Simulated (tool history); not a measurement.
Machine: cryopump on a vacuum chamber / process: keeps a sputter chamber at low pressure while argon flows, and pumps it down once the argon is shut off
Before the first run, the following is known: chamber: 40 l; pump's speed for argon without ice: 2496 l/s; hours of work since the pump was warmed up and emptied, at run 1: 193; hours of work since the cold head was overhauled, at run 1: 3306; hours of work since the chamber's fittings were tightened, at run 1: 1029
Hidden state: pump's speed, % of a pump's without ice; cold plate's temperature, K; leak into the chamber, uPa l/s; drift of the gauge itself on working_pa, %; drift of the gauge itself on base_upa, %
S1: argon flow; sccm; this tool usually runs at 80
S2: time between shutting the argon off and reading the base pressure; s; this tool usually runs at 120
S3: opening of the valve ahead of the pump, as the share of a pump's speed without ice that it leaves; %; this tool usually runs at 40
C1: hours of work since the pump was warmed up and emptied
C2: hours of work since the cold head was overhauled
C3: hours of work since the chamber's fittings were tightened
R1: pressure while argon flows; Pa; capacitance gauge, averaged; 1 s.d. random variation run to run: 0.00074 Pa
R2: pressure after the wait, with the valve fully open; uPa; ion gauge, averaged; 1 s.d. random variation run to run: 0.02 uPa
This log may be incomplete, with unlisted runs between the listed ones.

| run | hour | S1 | S2 | S3 | C1 | C2 | C3 | R1 | R2 |
|---|---|---|---|---|---|---|---|---|---|
| 1 | 0.0 | 80 | 120 | 40 | 193 | 3306 | 1029 | 0.1455 | 1.14 |
| 2 | 64.0 | 80 | 120 | 40 | 246 | 3358 | 1082 | 0.1465 | 1.20 |
| 3 | 112.2 | 80 | 120 | 40 | 286 | 3398 | 1122 | 0.1488 | 1.32 |
|  | 188.1 | leaking fittings of the chamber tightened, without venting |
| 4 | 214.9 | 57 | 120 | 40 | 369 | 3482 | 22 | 0.1085 | 0.38 |
| 5 | 310.5 | 52 | 120 | 40 | 448 | 3560 | 101 | 0.1026 | 0.42 |
| 6 | 364.1 | 80 | 35 | 40 | 492 | 3605 | 145 | 0.1602 | 0.79 |
|  | 434.8 | pump warmed up, emptied and cooled again |
| 7 | 437.3 | 80 | 35 | 40 | 2 | 3661 | 202 | 0.1365 | 0.74 |
| 8 | 518.0 | 80 | 35 | 40 | 69 | 3728 | 268 | 0.1397 | 0.81 |
| 9 | 570.2 | 80 | 35 | 40 | 112 | 3771 | 311 | 0.1420 | 0.85 |
| 10 | 660.2 | 80 | 143 | 40 | 186 | 3845 | 386 | 0.1434 | 0.57 |
| 11 | 739.7 | 80 | 143 | 35 | 252 | 3911 | 451 | 0.1673 | 0.70 |
| 12 | 830.7 | 80 | 143 | 35 | 327 | 3986 | 527 | 0.1697 | 0.79 |
| 13 | 873.7 | 80 | 143 | 35 | 363 | 4022 | 562 | 0.1730 | 0.86 |
| 14 | 925.0 | 80 | 143 | 35 | 405 | 4064 | 605 | 0.1742 | 0.87 |
| 15 | 1018.9 | 80 | 143 | 35 | 483 | 4141 | 682 | 0.1791 | 1.10 |
| 16 | 1060.4 | 80 | 120 | 40 | 517 | 4176 | 716 | 0.1622 | 1.10 |
|  | 1097.2 | pump warmed up, emptied and cooled again |
| 17 | 1112.0 | 80 | 120 | 40 | 12 | 4214 | 755 | 0.1366 | 0.84 |
| 18 | 1196.3 | 77 | 141 | 29 | 82 | 4284 | 825 | 0.1848 | 0.90 |
| 19 | 1282.8 | 77 | 57 | 44 | 153 | 4355 | 896 | 0.1252 | 1.14 |
| 20 | 1360.0 | 65 | 120 | 19 | 217 | 4419 | 960 | 0.2391 | 1.10 |
| 21 | 1427.1 | 105 | 120 | 40 | 273 | 4475 | 1015 | 0.1945 | 1.19 |
| 22 | 1501.4 | 37 | 300 | 40 | 334 | 4536 | 1077 | 0.0701 | 1.18 |
| 23 | 1546.8 | 93 | 120 | 48 | 371 | 4573 | 1114 | 0.1525 | 1.35 |
| 24 | 1615.6 | 80 | 122 | 40 | 428 | 4630 | 1171 | 0.1565 | 1.48 |
|  | 1629.4 | leaking fittings of the chamber tightened, without venting |
| 25 | 1692.5 | 80 | 122 | 40 | 490 | 4692 | 52 | 0.1601 | 0.38 |
| 26 | 1752.4 | 88 | 120 | 30 | 540 | 4742 | 102 | 0.2304 | 0.44 |
|  | 1765.0 | pump warmed up, emptied and cooled again |
| 27 | 1829.1 | 125 | 47 | 29 | 53 | 4801 | 161 | 0.2950 | 0.60 |
| 28 | 1906.3 | 125 | 47 | 29 | 117 | 4865 | 225 | 0.3030 | 0.64 |
| 29 | 1992.0 | 105 | 47 | 27 | 188 | 4935 | 295 | 0.2740 | 0.70 |
| 30 | 2061.5 | 105 | 153 | 44 | 245 | 4993 | 353 | 0.1753 | 0.56 |
| 31 | 2141.0 | 105 | 66 | 54 | 311 | 5059 | 418 | 0.1511 | 0.78 |
| 32 | 2234.8 | 76 | 66 | 44 | 388 | 5136 | 496 | 0.1335 | 0.85 |
| 33 | 2334.6 | 76 | 66 | 44 | 471 | 5218 | 578 | 0.1393 | 1.03 |

5 ways to go on from here, each from the tool as it stands after run 33. What would each give?
| A | 2406.8 | 80 | 172 | 44 | 530 | 5278 | 638 | ? | ? |
| B | 2406.8 | 76 | 140 | 16 | 530 | 5278 | 638 | ? | ? |
| C | 2406.8 | 149 | 28 | 36 | 530 | 5278 | 638 | ? | ? |
| D | 2406.8 | 80 | 120 | 35 | 530 | 5278 | 638 | ? | ? |
| E | 2406.8 | 46 | 66 | 44 | 530 | 5278 | 638 | ? | ? |

| run | R1 | R2 |
|---|---|---|
| A | 0.1500 | 0.97 |
| B | 0.3449 | 0.94 |
| C | 0.3334 | 1.39 |
| D | 0.1823 | 0.99 |
| E | 0.0864 | 1.06 |
Take away the tool's hidden state, keep each run's random variation, and the runs would have read:
| run | R1 | R2 |
|---|---|---|
| A | 0.1223 | 0.23 |
| B | 0.3189 | 0.20 |
| C | 0.2817 | 0.65 |
| D | 0.1548 | 0.25 |
| E | 0.0705 | 0.34 |
